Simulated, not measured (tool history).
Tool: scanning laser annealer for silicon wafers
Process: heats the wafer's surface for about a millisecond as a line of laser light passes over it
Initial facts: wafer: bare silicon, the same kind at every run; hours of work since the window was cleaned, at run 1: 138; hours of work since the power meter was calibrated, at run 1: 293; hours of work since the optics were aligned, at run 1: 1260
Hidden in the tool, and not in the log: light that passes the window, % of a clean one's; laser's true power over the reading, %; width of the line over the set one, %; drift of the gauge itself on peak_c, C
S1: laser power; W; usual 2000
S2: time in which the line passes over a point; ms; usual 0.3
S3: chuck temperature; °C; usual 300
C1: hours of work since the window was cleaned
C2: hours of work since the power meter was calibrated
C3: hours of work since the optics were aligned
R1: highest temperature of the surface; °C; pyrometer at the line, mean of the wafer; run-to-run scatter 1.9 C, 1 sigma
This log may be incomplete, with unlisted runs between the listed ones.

run 1 hour=0 | S1=2000 S2=0.3 S3=300 | C1=138 C2=293 C3=1260 | R1=1147
run 2 hour=12.5 | S1=2000 S2=0.3 S3=300 | C1=146 C2=301 C3=1268 | R1=1149
run 3 hour=32.3 | S1=2000 S2=0.235 S3=300 | C1=158 C2=313 C3=1281 | R1=1062
run 4 hour=58.7 | S1=2000 S2=0.235 S3=300 | C1=175 C2=330 C3=1298 | R1=1060
-- hour=83.1 optics aligned, line set to its width
run 5 hour=84.7 | S1=2000 S2=0.235 S3=300 | C1=188 C2=343 C3=1 | R1=1065
run 6 hour=104.7 | S1=2000 S2=0.3 S3=300 | C1=201 C2=356 C3=14 | R1=1146
run 7 hour=129.7 | S1=2000 S2=0.3 S3=321 | C1=217 C2=372 C3=30 | R1=1170
run 8 hour=142.7 | S1=2000 S2=0.3 S3=300 | C1=225 C2=380 C3=38 | R1=1152
run 9 hour=163.9 | S1=2000 S2=0.3 S3=300 | C1=239 C2=394 C3=51 | R1=1144
run 10 hour=178.3 | S1=2000 S2=0.3 S3=300 | C1=248 C2=403 C3=61 | R1=1148
run 11 hour=200.5 | S1=2000 S2=0.238 S3=300 | C1=262 C2=417 C3=75 | R1=1067
run 12 hour=225.1 | S1=2000 S2=0.238 S3=300 | C1=278 C2=433 C3=90 | R1=1064
run 13 hour=241.4 | S1=2135 S2=0.224 S3=273 | C1=288 C2=443 C3=101 | R1=1080
run 14 hour=267.5 | S1=2135 S2=0.224 S3=273 | C1=305 C2=460 C3=117 | R1=1077
run 15 hour=287.1 | S1=2119 S2=0.228 S3=315 | C1=317 C2=472 C3=130 | R1=1122
run 16 hour=300.2 | S1=2119 S2=0.228 S3=315 | C1=325 C2=480 C3=138 | R1=1121
run 17 hour=311.1 | S1=2000 S2=0.265 S3=336 | C1=332 C2=487 C3=145 | R1=1138
run 18 hour=324.4 | S1=2000 S2=0.265 S3=336 | C1=341 C2=496 C3=153 | R1=1139
run 19 hour=335.4 | S1=1714 S2=0.251 S3=264 | C1=348 C2=503 C3=160 | R1=915

Forecast run 20:
run 20 hour=356.4 | S1=2068 S2=0.312 S3=264 | C1=361 C2=516 C3=174 | R1=?

{"run 20": {"R1": 1162}}
Without the tool's hidden state the same run would have given R1 1162 °C.
